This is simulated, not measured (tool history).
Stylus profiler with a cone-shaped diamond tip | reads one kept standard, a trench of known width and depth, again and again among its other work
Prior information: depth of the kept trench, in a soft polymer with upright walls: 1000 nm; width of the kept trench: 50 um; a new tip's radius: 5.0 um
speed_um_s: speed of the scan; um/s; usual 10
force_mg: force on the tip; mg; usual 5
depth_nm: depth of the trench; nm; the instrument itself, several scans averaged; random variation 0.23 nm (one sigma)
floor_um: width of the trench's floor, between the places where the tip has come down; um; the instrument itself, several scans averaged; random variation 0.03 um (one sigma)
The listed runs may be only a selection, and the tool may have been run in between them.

Run 1, hour 0: usual settings. Result: depth_nm 1022.83 nm, floor_um 43.9 um.
Run 2, hour 27.9: usual settings but speed_um_s 30 um/s. Result: depth_nm 1022.88 nm, floor_um 43.91 um.
Run 3, hour 53.5: usual settings but speed_um_s 30 um/s. Result: depth_nm 1023.28 nm, floor_um 43.87 um.
Run 4, hour 106.8: usual settings but speed_um_s 30 um/s. Result: depth_nm 1023.25 nm, floor_um 43.86 um.
Run 5, hour 164.6: usual settings but speed_um_s 30 um/s. Result: depth_nm 1023.07 nm, floor_um 43.86 um.
Run 6, hour 189.3: usual settings but speed_um_s 30 um/s. Result: depth_nm 1022.62 nm, floor_um 43.9 um.
Run 7, hour 235.4: usual settings but speed_um_s 32 um/s. Result: depth_nm 1023.11 nm, floor_um 43.85 um.
Run 8, hour 275.5: usual settings but speed_um_s 32 um/s. Result: depth_nm 1022.72 nm, floor_um 43.86 um.
Run 9, hour 316.2: usual settings but speed_um_s 3 um/s. Result: depth_nm 1022.78 nm, floor_um 44 um.
Run 10, hour 363.2: usual settings but speed_um_s 3 um/s. Result: depth_nm 1023.3 nm, floor_um 43.97 um.
Run 11, hour 417.9: usual settings. Result: depth_nm 1023.44 nm, floor_um 43.93 um.
Run 12, hour 456: usual settings. Result: depth_nm 1022.95 nm, floor_um 43.87 um.
Run 13, hour 511.3: usual settings but speed_um_s 3 um/s. Result: depth_nm 1022.74 nm, floor_um 43.98 um.
Run 14, hour 560.7: usual settings. Result: depth_nm 1023.14 nm, floor_um 43.98 um.
Run 15, hour 603.4: usual settings but speed_um_s 22 um/s. Result: depth_nm 1023.18 nm, floor_um 43.9 um.
Run 16, hour 661.9: usual settings. Result: depth_nm 1023.3 nm, floor_um 44.02 um.
Run 17, hour 702.2: usual settings. Result: depth_nm 1023.24 nm, floor_um 43.96 um.
Run 18, hour 732.8: usual settings. Result: depth_nm 1022.87 nm, floor_um 44.02 um.
Run 19, hour 761.7: usual settings. Result: depth_nm 1023.36 nm, floor_um 43.96 um.
Run 20, hour 815: usual settings but speed_um_s 16 um/s. Result: depth_nm 1023.01 nm, floor_um 43.9 um.
Run 21, hour 842: usual settings but force_mg 9.85 mg. Result: depth_nm 1036.39 nm, floor_um 43.95 um.
Run 22, hour 886.3: usual settings but force_mg 9.85 mg. Result: depth_nm 1036.24 nm, floor_um 44 um.
Run 23, hour 933.4: usual settings but speed_um_s 5 um/s. Result: depth_nm 1023.17 nm, floor_um 43.99 um.
Run 24, hour 985.9: usual settings but speed_um_s 5 um/s. Result: depth_nm 1023.23 nm, floor_um 43.94 um.
Run 25, hour 1021.7: usual settings but speed_um_s 6 um/s, force_mg 6.53 mg. Result: depth_nm 1027.5 nm, floor_um 43.99 um.
Run 26, hour 1078.2: usual settings but force_mg 8.23 mg. Result: depth_nm 1031.95 nm, floor_um 43.94 um.
Run 27, hour 1104.6: usual settings but force_mg 8.23 mg. Result: depth_nm 1032.75 nm, floor_um 44.01 um.
Run 28, hour 1136.6: usual settings but force_mg 8.23 mg. Result: depth_nm 1032.16 nm, floor_um 43.98 um.
Run 29, hour 1169.4: usual settings but force_mg 13.91 mg. Result: depth_nm 1045.45 nm, floor_um 43.93 um.
Run 30, hour 1209.8: usual settings but force_mg 11.09 mg. Result: depth_nm 1039.18 nm, floor_um 43.95 um.
Run 31, hour 1263.5: usual settings but speed_um_s 4 um/s, force_mg 7.31 mg. Result: depth_nm 1029.33 nm, floor_um 43.95 um.
Run 32, hour 1304: usual settings but speed_um_s 9 um/s, force_mg 1.97 mg. Result: depth_nm 1012.34 nm, floor_um 43.95 um.
Run 33, hour 1330.7: usual settings but speed_um_s 9 um/s, force_mg 1.97 mg. Result: depth_nm 1012.48 nm, floor_um 43.95 um.
Run 34, hour 1388.3: usual settings but speed_um_s 5 um/s, force_mg 8.9 mg. Result: depth_nm 1034.08 nm, floor_um 43.93 um.
Run 35, hour 1416.8: usual settings but force_mg 1.9 mg. Result: depth_nm 1012.57 nm, floor_um 43.87 um.
Run 36, hour 1449.5: usual settings but speed_um_s 9 um/s, force_mg 2.71 mg. Result: depth_nm 1015.31 nm, floor_um 43.96 um.
Run 37, hour 1497.6: usual settings but speed_um_s 9 um/s, force_mg 2.71 mg. Result: depth_nm 1015.25 nm, floor_um 43.94 um.
Run 38, hour 1522.2: usual settings but speed_um_s 9 um/s, force_mg 2.71 mg. Result: depth_nm 1015.18 nm, floor_um 43.95 um.
Run 39, hour 1547.7: usual settings but speed_um_s 2 um/s, force_mg 5.52 mg. Result: depth_nm 1024.19 nm, floor_um 43.98 um.
Run 40, hour 1584: usual settings but speed_um_s 2 um/s, force_mg 5.52 mg. Result: depth_nm 1025 nm, floor_um 43.96 um.
Run 41, hour 1626.2: usual settings but force_mg 5.13 mg. Result: depth_nm 1023.37 nm, floor_um 43.93 um.
Run 42, hour 1678: usual settings but force_mg 5.13 mg. Result: depth_nm 1023.65 nm, floor_um 43.95 um.
Run 43, hour 1720.5: usual settings but speed_um_s 17 um/s, force_mg 2.42 mg. Result: depth_nm 1014.04 nm, floor_um 43.88 um.
Run 44, hour 1760.1: usual settings but speed_um_s 17 um/s, force_mg 2.42 mg. Result: depth_nm 1014.25 nm, floor_um 43.89 um.
At hour 1799.5: height scale calibrated on a step standard.
Run 45, hour 1799.5: usual settings but speed_um_s 17 um/s, force_mg 2.06 mg. Result: depth_nm 1012.96 nm, floor_um 43.9 um.
Run 46, hour 1856.6: usual settings but speed_um_s 17 um/s, force_mg 2.06 mg. Result: depth_nm 1013.07 nm, floor_um 43.87 um.
Run 47, hour 1896.8: usual settings but speed_um_s 3 um/s, force_mg 2.85 mg. Result: depth_nm 1015.85 nm, floor_um 43.95 um.

Below, some changes in floor_um between adjacent runs. For each, the amount present without the hidden state too (settings, incoming material, random variation) and the amount remaining for the hidden state with gauge scatter not shared by both compared results:
Unlogged tool condition in this case: radius of the tip, um; height scale over the true one, %; drift of the gauge itself on depth_nm, %; drift of the gauge itself on floor_um, %.
Run 2 -> 3: no setting changed, nothing entered. floor_um -0.04 um: hidden state +0.01, all else -0.05.
Run 3 -> 4: no setting changed, nothing entered. floor_um -0.01 um: hidden state -0.01, all else +0.
Run 8 -> 9: speed_um_s 32 -> 3. floor_um +0.14 um: hidden state +0, all else +0.14.
Run 12 -> 13: speed_um_s 10 -> 3. floor_um +0.11 um: hidden state +0, all else +0.11.
Run 15 -> 16: speed_um_s 22 -> 10. floor_um +0.12 um: hidden state +0, all else +0.12.
Run 16 -> 17: no setting changed, nothing entered. floor_um -0.06 um: hidden state -0.01, all else -0.05.

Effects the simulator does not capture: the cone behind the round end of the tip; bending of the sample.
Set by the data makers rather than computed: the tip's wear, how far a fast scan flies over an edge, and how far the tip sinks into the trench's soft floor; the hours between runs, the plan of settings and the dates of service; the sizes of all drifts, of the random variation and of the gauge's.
